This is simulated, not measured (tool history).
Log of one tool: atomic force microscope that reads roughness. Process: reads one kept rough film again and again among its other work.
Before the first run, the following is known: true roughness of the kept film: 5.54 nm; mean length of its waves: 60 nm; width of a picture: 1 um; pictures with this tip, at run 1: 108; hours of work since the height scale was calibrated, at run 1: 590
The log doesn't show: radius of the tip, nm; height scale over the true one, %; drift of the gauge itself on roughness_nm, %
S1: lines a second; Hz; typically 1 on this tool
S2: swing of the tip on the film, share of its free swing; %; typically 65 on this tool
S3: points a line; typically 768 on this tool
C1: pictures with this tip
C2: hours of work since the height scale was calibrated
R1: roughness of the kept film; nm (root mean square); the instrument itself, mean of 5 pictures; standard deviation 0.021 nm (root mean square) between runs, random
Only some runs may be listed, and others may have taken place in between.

run	hour	S1	S2	S3	C1	C2	R1
1	0	1	65	768	108	590	4.96
2	47.8	1	65	768	163	623	4.899
3	71.2	1	65	768	190	639	4.858
4	103.8	1	65	768	227	662	4.823
5	143.3	1	65	768	272	690	4.771
6	187.3	1	65	768	322	721	4.713
# hour 227.4: new tip fitted
7	235.1	1	65	768	9	754	5.055
8	281.6	1	65	768	62	786	4.977
9	316.9	1	65	768	102	811	4.929
10	342.1	1	65	768	131	828	4.897
11	366.8	1	82	768	159	846	4.488
12	407.6	1	65	768	206	874	4.801
13	448.1	1	65	762	252	902	4.759
14	494.1	1.69	65	768	304	935	4.549
15	537.3	1	65	937	354	965	4.603
# hour 547.3: new tip fitted
16	572.2	1	65	768	28	989	5.046
17	620.2	1	65	290	83	1022	4.99
18	647.4	1	65	768	114	1041	4.926
19	681.4	1	65	752	152	1065	4.903
20	722.2	1	65	752	199	1094	4.814
21	762.9	1	78	768	246	1122	4.518
22	812.2	1	78	768	302	1157	4.465
23	835.7	1	78	768	329	1173	4.437
# hour 869.3: new tip fitted
24	883.4	1	88	461	16	1206	4.574
25	921.3	1	88	461	60	1233	4.485
26	953.9	1.65	61	768	97	1255	4.914
27	979.9	0.84	65	755	127	1274	4.945
28	1000.4	0.84	65	755	150	1288	4.942
# hour 1003.9: height scale calibrated on a step standard
29	1029.2	1.14	62	279	182	18	4.844
30	1072.5	1.14	62	279	231	48	4.812
31	1095.7	1.14	62	279	258	64	4.74
32	1131.8	1	58	329	299	89	4.768
33	1177.9	2.77	69	549	351	122	4.11
# hour 1190.6: new tip fitted
# hour 1193.5: height scale calibrated on a step standard, once more
34	1199.2	2.77	79	549	9	4	4.118
35	1240.9	0.84	79	326	56	33	4.807
36	1278.5	1.87	79	326	99	59	4.353
37	1301.1	1.03	65	768	125	75	4.905
38	1346.5	1.95	84	279	177	107	4.016
39	1379.6	1.18	63	270	215	130	4.782
40	1421.1	0.73	61	759	262	159	4.872
41	1446.9	0.59	61	325	291	177	4.831
42	1472.3	3.03	78	541	320	195	3.74
43	1495.7	1	65	821	347	211	4.641
# hour 1512.1: new tip fitted
44	1518.1	1	65	821	7	227	5.075
45	1552	2.89	65	768	46	250	4.605

What if the next run were any one of these 4? Each begins from the tool's condition after run 45:
A	1579.4	1.63	68	387	77	269	?
B	1579.4	1	65	425	77	269	?
C	1579.4	1.81	65	304	77	269	?
D	1579.4	1.26	65	423	77	269	?

run	R1
A	4.776
B	4.959
C	4.789
D	4.959
Without the tool's hidden state the same runs would have given:
run	R1
A	4.89
B	5.077
C	4.903
D	5.077

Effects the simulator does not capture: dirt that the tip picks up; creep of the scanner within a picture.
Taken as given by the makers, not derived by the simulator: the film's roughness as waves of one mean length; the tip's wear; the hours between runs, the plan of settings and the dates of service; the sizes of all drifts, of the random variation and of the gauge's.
